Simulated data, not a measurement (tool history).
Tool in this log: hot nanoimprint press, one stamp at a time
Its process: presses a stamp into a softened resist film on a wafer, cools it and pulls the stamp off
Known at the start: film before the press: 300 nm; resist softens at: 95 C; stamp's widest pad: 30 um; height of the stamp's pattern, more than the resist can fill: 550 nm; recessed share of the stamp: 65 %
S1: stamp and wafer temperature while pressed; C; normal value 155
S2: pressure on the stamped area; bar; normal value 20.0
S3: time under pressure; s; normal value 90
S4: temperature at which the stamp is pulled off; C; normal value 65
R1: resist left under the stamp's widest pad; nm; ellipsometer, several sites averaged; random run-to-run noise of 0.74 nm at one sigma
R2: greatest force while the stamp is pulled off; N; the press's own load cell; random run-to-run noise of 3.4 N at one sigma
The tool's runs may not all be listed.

| run | hour | S1 | S2 | S3 | S4 | R1 | R2 |
|---|---|---|---|---|---|---|---|
| 1 | 0.0 | 155 | 20.0 | 90 | 65 | 147.6 | 171 |
| 2 | 43.3 | 155 | 20.0 | 90 | 65 | 146.3 | 163 |
| 3 | 87.1 | 155 | 15.6 | 90 | 65 | 165.5 | 168 |
| 4 | 118.5 | 155 | 20.0 | 90 | 65 | 147.5 | 170 |
| 5 | 137.4 | 155 | 20.0 | 90 | 65 | 147.2 | 175 |
| 6 | 174.3 | 155 | 20.0 | 90 | 65 | 145.9 | 159 |
| 7 | 202.8 | 155 | 20.0 | 90 | 65 | 145.9 | 169 |
| 8 | 227.8 | 146 | 20.0 | 90 | 65 | 211.6 | 165 |
| 9 | 248.7 | 146 | 20.0 | 90 | 65 | 210.7 | 165 |
| 10 | 270.1 | 146 | 20.0 | 90 | 65 | 212.3 | 168 |
| 11 | 292.3 | 146 | 20.0 | 90 | 65 | 210.8 | 169 |
| 12 | 336.2 | 145 | 20.0 | 90 | 65 | 217.9 | 170 |
|  | 361.6 | stamp cleaned and given a new release coat |
| 13 | 374.6 | 145 | 20.0 | 90 | 65 | 217.0 | 166 |
| 14 | 399.2 | 145 | 20.0 | 90 | 65 | 216.6 | 162 |
| 15 | 445.9 | 155 | 20.0 | 90 | 51 | 146.8 | 207 |
| 16 | 473.8 | 165 | 15.2 | 90 | 51 | 108.7 | 210 |
| 17 | 516.1 | 164 | 14.0 | 90 | 56 | 118.7 | 198 |
| 18 | 536.7 | 155 | 14.4 | 71 | 65 | 179.8 | 174 |
| 19 | 577.5 | 155 | 14.4 | 71 | 65 | 181.7 | 158 |
| 20 | 619.9 | 155 | 14.4 | 71 | 65 | 181.3 | 166 |
| 21 | 659.0 | 155 | 14.4 | 71 | 65 | 180.2 | 171 |
| 22 | 693.0 | 150 | 12.4 | 105 | 54 | 206.0 | 200 |
| 23 | 735.1 | 144 | 12.4 | 105 | 55 | 242.8 | 197 |
| 24 | 765.8 | 155 | 16.1 | 117 | 65 | 147.0 | 169 |
|  | 776.1 | press's hydraulic seals changed and the load cell set to zero |
|  | 797.2 | plate thermocouple calibrated |
|  | 812.5 | stamp cleaned and given a new release coat |
| 25 | 812.5 | 155 | 21.0 | 158 | 65 | 116.0 | 168 |
| 26 | 836.1 | 155 | 21.0 | 158 | 65 | 113.6 | 156 |
| 27 | 862.3 | 151 | 20.0 | 90 | 72 | 172.2 | 145 |
| 28 | 896.3 | 155 | 31.2 | 122 | 65 | 102.3 | 169 |
| 29 | 921.0 | 155 | 31.2 | 122 | 62 | 101.2 | 174 |
| 30 | 959.7 | 160 | 31.2 | 81 | 51 | 94.6 | 199 |

Below are 4 alternative next runs, each starting from the tool's condition after run 30. Predict each:
| A | 1004.2 | 155 | 20.0 | 46 | 65 | ? | ? |
| B | 1004.2 | 153 | 23.2 | 82 | 65 | ? | ? |
| C | 1004.2 | 155 | 27.7 | 64 | 65 | ? | ? |
| D | 1004.2 | 160 | 31.2 | 49 | 51 | ? | ? |

| run | R1 | R2 |
|---|---|---|
| A | 176.8 | 169 |
| B | 150.4 | 165 |
| C | 139.1 | 168 |
| D | 114.2 | 202 |
With the hidden condition removed and each run's random variation left untouched, the same runs would have given:
| run | R1 | R2 |
|---|---|---|
| A | 181.3 | 168 |
| B | 154.3 | 164 |
| C | 142.8 | 167 |
| D | 117.2 | 201 |
